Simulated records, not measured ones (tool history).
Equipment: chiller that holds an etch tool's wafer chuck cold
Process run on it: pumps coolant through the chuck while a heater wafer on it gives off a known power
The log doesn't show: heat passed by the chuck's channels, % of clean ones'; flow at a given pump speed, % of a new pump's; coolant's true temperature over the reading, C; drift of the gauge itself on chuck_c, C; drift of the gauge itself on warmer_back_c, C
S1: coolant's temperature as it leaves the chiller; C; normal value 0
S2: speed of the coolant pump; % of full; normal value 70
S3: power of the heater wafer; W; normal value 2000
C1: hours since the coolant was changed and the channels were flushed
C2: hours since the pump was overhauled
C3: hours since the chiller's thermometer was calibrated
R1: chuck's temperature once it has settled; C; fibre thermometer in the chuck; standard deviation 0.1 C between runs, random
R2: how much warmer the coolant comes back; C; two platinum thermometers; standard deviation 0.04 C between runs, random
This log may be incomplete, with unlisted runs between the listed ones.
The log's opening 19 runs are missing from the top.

{"run": 20, "hour": 1756.1, "S1": 7, "S2": 70, "S3": 2000, "C1": 545, "C2": 4239, "C3": 2502, "R1": 33.9, "R2": 9.29}
{"run": 21, "hour": 1847.9, "S1": 9, "S2": 94, "S3": 2239, "C1": 637, "C2": 4331, "C3": 2594, "R1": 32.2, "R2": 7.41}
{"run": 22, "hour": 1909.4, "S1": -7, "S2": 81, "S3": 1482, "C1": 698, "C2": 4393, "C3": 2655, "R1": 10.6, "R2": 5.81}
{"run": 23, "hour": 1964.7, "S1": -7, "S2": 81, "S3": 2482, "C1": 753, "C2": 4448, "C3": 2711, "R1": 22.4, "R2": 9.74}
{"run": 24, "hour": 2086.2, "S1": -7, "S2": 81, "S3": 2482, "C1": 875, "C2": 4569, "C3": 2832, "R1": 22.5, "R2": 9.72}
{"run": 25, "hour": 2163.9, "S1": -7, "S2": 81, "S3": 2482, "C1": 953, "C2": 4647, "C3": 2910, "R1": 22.8, "R2": 9.87}
{"run": 26, "hour": 2289.6, "S1": -6, "S2": 74, "S3": 1012, "C1": 1078, "C2": 4773, "C3": 3036, "R1": 7.3, "R2": 4.43}
{"run": 27, "hour": 2347.7, "S1": 0, "S2": 85, "S3": 2401, "C1": 1136, "C2": 4831, "C3": 3094, "R1": 27.4, "R2": 8.98}
{"run": 28, "hour": 2449.4, "S1": 0, "S2": 85, "S3": 2401, "C1": 1238, "C2": 4933, "C3": 3195, "R1": 27.8, "R2": 9.01}
{"run": 29, "hour": 2538.4, "S1": 9, "S2": 79, "S3": 1603, "C1": 1327, "C2": 5022, "C3": 3284, "R1": 28.8, "R2": 6.55}
{"run": 30, "hour": 2598.7, "S1": -4, "S2": 70, "S3": 2183, "C1": 1387, "C2": 5082, "C3": 3345, "R1": 26.2, "R2": 10.26}
{"run": 31, "hour": 2651.4, "S1": 0, "S2": 70, "S3": 1849, "C1": 1440, "C2": 5135, "C3": 3397, "R1": 25.5, "R2": 8.71}

Here are 5 independent what-if runs from the current tool condition. What would each one return?
{"run": "A", "hour": 2758.9, "S1": -5, "S2": 70, "S3": 1325, "C1": 1548, "C2": 5242, "C3": 3505, "R1": "?", "R2": "?"}
{"run": "B", "hour": 2758.9, "S1": 8, "S2": 67, "S3": 1849, "C1": 1548, "C2": 5242, "C3": 3505, "R1": "?", "R2": "?"}
{"run": "C", "hour": 2758.9, "S1": -5, "S2": 70, "S3": 2000, "C1": 1548, "C2": 5242, "C3": 3505, "R1": "?", "R2": "?"}
{"run": "D", "hour": 2758.9, "S1": 4, "S2": 91, "S3": 1739, "C1": 1548, "C2": 5242, "C3": 3505, "R1": "?", "R2": "?"}
{"run": "E", "hour": 2758.9, "S1": 0, "S2": 82, "S3": 1849, "C1": 1548, "C2": 5242, "C3": 3505, "R1": "?", "R2": "?"}

run=A R1=13.3 R2=6.29
run=B R1=34.7 R2=9.16
run=C R1=22.8 R2=9.47
run=D R1=23.2 R2=6.15
run=E R1=22.4 R2=7.3
Take away the tool's hidden state, keep each run's random variation, and the runs would have read:
run=A R1=11.4 R2=5.73
run=B R1=31.9 R2=8.35
run=C R1=19.9 R2=8.63
run=D R1=21.2 R2=5.61
run=E R1=20 R2=6.65
